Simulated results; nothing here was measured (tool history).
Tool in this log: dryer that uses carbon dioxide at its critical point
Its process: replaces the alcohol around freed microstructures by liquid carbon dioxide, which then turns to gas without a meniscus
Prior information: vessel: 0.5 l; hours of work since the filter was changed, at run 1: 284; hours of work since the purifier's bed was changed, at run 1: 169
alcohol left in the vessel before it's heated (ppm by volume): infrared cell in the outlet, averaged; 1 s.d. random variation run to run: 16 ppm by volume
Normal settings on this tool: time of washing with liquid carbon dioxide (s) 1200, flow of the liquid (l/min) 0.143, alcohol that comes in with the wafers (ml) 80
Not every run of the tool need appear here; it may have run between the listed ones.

run,day,time of washing with liquid carbon dioxide (s),flow of the liquid (l/min),alcohol that comes in with the wafers (ml),hours of work since the filter was changed,hours of work since the purifier's bed was changed,alcohol left in the vessel before it's heated (ppm by volume)
1,0.000,1200,0.143,80,284,169,1568
2,1.196,1200,0.143,80,302,186,1586
3,2.242,1200,0.143,105,317,201,2134
4,3.854,1200,0.143,42,341,225,909
5,4.862,1200,0.143,42,356,240,903
6,5.742,780,0.143,80,369,253,8570
7,7.225,1320,0.143,80,390,274,1154
8,8.396,1320,0.143,80,408,292,1196
9,9.146,1320,0.143,80,418,303,1235
10,10.504,1320,0.143,80,438,322,1226
11,11.838,1320,0.143,80,458,342,1261
12,13.112,1320,0.143,80,477,361,1267
13,14.871,1200,0.143,80,502,386,2076
14,15.738,1200,0.143,80,515,399,2069
15,16.542,1200,0.143,80,527,411,2124
16,17.554,840,0.177,80,542,426,3991
17,18.433,1200,0.143,68,555,439,1924
18,19.425,1200,0.143,68,569,453,1859
19,20.667,1200,0.143,68,587,471,1953
# day 20.917: inlet filter changed
20,22.308,1200,0.100,68,20,495,3906
21,23.042,1200,0.151,72,31,506,778
22,23.821,1200,0.113,102,43,517,3942
23,24.992,1200,0.143,41,60,534,624
24,25.846,1200,0.143,41,72,547,650
25,26.717,900,0.143,90,85,559,4440
26,27.604,1320,0.143,90,98,572,864
27,29.100,1320,0.143,90,120,594,916
28,30.054,1320,0.143,90,134,608,854

Predict each of these 5 candidate next runs independently; none follows another, all start after run 28:
A,31.071,1380,0.108,74,149,623,?
B,31.071,1080,0.135,24,149,623,?
C,31.071,1320,0.091,90,149,623,?
D,31.071,1320,0.221,90,149,623,?
E,31.071,960,0.143,29,149,623,?

run,alcohol left in the vessel before it's heated (ppm by volume)
A,2204
B,835
C,5918
D,91
E,1258
Take away the tool's hidden state, keep each run's random variation, and the runs would have read:
run,alcohol left in the vessel before it's heated (ppm by volume)
A,1786
B,653
C,5043
D,29
E,1019

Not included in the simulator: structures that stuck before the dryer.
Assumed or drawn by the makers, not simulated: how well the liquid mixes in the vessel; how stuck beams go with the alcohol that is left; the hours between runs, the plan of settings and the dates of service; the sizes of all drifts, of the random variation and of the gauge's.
